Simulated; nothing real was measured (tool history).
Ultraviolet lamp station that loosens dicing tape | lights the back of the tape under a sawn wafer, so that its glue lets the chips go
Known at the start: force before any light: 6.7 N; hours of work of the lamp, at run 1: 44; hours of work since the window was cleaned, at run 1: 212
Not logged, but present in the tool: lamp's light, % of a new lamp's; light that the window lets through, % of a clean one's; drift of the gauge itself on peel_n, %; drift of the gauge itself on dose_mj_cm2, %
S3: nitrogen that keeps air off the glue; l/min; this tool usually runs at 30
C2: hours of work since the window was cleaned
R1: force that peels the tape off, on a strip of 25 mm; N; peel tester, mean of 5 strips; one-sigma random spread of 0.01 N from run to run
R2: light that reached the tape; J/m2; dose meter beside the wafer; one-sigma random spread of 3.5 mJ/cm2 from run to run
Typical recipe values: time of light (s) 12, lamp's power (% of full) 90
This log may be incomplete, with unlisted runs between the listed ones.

run 1 hour=0.0 | time_of_light_(s)=12 lamp's_power_(%_of_full)=90 S3=30 | hours_of_work_of_the_lamp=44 C2=212 | R1=0.540 R2=5410
run 2 hour=10.2 | time_of_light_(s)=12 lamp's_power_(%_of_full)=90 S3=30 | hours_of_work_of_the_lamp=51 C2=219 | R1=0.539 R2=5360
run 3 hour=16.0 | time_of_light_(s)=12 lamp's_power_(%_of_full)=90 S3=30 | hours_of_work_of_the_lamp=55 C2=223 | R1=0.556 R2=5340
run 4 hour=25.1 | time_of_light_(s)=12 lamp's_power_(%_of_full)=90 S3=30 | hours_of_work_of_the_lamp=61 C2=230 | R1=0.548 R2=5350
run 5 hour=32.2 | time_of_light_(s)=12 lamp's_power_(%_of_full)=90 S3=30 | hours_of_work_of_the_lamp=66 C2=234 | R1=0.561 R2=5360
run 6 hour=42.0 | time_of_light_(s)=18 lamp's_power_(%_of_full)=90 S3=30 | hours_of_work_of_the_lamp=73 C2=241 | R1=0.203 R2=7990
run 7 hour=52.4 | time_of_light_(s)=12 lamp's_power_(%_of_full)=90 S3=30 | hours_of_work_of_the_lamp=80 C2=248 | R1=0.558 R2=5290
run 8 hour=57.7 | time_of_light_(s)=12 lamp's_power_(%_of_full)=90 S3=30 | hours_of_work_of_the_lamp=84 C2=252 | R1=0.549 R2=5240
run 9 hour=67.8 | time_of_light_(s)=19 lamp's_power_(%_of_full)=90 S3=30 | hours_of_work_of_the_lamp=91 C2=259 | R1=0.186 R2=8350
run 10 hour=75.1 | time_of_light_(s)=19 lamp's_power_(%_of_full)=90 S3=30 | hours_of_work_of_the_lamp=96 C2=264 | R1=0.182 R2=8360
run 11 hour=79.7 | time_of_light_(s)=19 lamp's_power_(%_of_full)=90 S3=30 | hours_of_work_of_the_lamp=99 C2=267 | R1=0.196 R2=8300
run 12 hour=88.7 | time_of_light_(s)=19 lamp's_power_(%_of_full)=90 S3=30 | hours_of_work_of_the_lamp=105 C2=274 | R1=0.194 R2=8250
run 13 hour=96.2 | time_of_light_(s)=12 lamp's_power_(%_of_full)=81 S3=12 | hours_of_work_of_the_lamp=111 C2=279 | R1=1.161 R2=4720
-- hour=97.4 window cleaned of glue's vapour
run 14 hour=103.5 | time_of_light_(s)=7 lamp's_power_(%_of_full)=94 S3=20 | hours_of_work_of_the_lamp=115 C2=4 | R1=1.837 R2=3010
run 15 hour=108.2 | time_of_light_(s)=7 lamp's_power_(%_of_full)=94 S3=20 | hours_of_work_of_the_lamp=119 C2=8 | R1=1.774 R2=2960
run 16 hour=118.0 | time_of_light_(s)=8 lamp's_power_(%_of_full)=83 S3=20 | hours_of_work_of_the_lamp=125 C2=14 | R1=1.796 R2=3060
run 17 hour=123.6 | time_of_light_(s)=11 lamp's_power_(%_of_full)=66 S3=30 | hours_of_work_of_the_lamp=129 C2=18 | R1=1.343 R2=3310
run 18 hour=129.7 | time_of_light_(s)=11 lamp's_power_(%_of_full)=66 S3=30 | hours_of_work_of_the_lamp=134 C2=22 | R1=1.394 R2=3290
run 19 hour=135.4 | time_of_light_(s)=12 lamp's_power_(%_of_full)=79 S3=50 | hours_of_work_of_the_lamp=138 C2=26 | R1=0.695 R2=4290
-- hour=140.6 window cleaned of glue's vapour, once more
run 20 hour=145.6 | time_of_light_(s)=12 lamp's_power_(%_of_full)=79 S3=50 | hours_of_work_of_the_lamp=144 C2=3 | R1=0.508 R2=4890
run 21 hour=154.8 | time_of_light_(s)=10 lamp's_power_(%_of_full)=79 S3=48 | hours_of_work_of_the_lamp=151 C2=10 | R1=0.783 R2=4050
run 22 hour=159.8 | time_of_light_(s)=13 lamp's_power_(%_of_full)=61 S3=11 | hours_of_work_of_the_lamp=154 C2=13 | R1=1.495 R2=4060
run 23 hour=164.5 | time_of_light_(s)=13 lamp's_power_(%_of_full)=61 S3=11 | hours_of_work_of_the_lamp=157 C2=17 | R1=1.550 R2=4040

For each entry between runs, how does the tool's hidden state at the last listed run before it compare with that at the first listed run after it?
Logged between run 13 and run 14: window cleaned of glue's vapour (hour 97.4)
  lamp's light, % of a new lamp's: 97.2 -> 97; light that the window lets through, % of a clean one's: 92 -> 87.2
  measured value less the no-hidden-state value, R1: +0.208 -> +0.381 N; R2: -560 -> -550 J/m2
Logged between run 19 and run 20: window cleaned of glue's vapour, once more (hour 140.6)
  lamp's light, % of a new lamp's: 96.5 -> 96.4; light that the window lets through, % of a clean one's: 86.7 -> 99.5
  measured value less the no-hidden-state value, R1: +0.229 -> +0.048 N; R2: -830 -> -210 J/m2
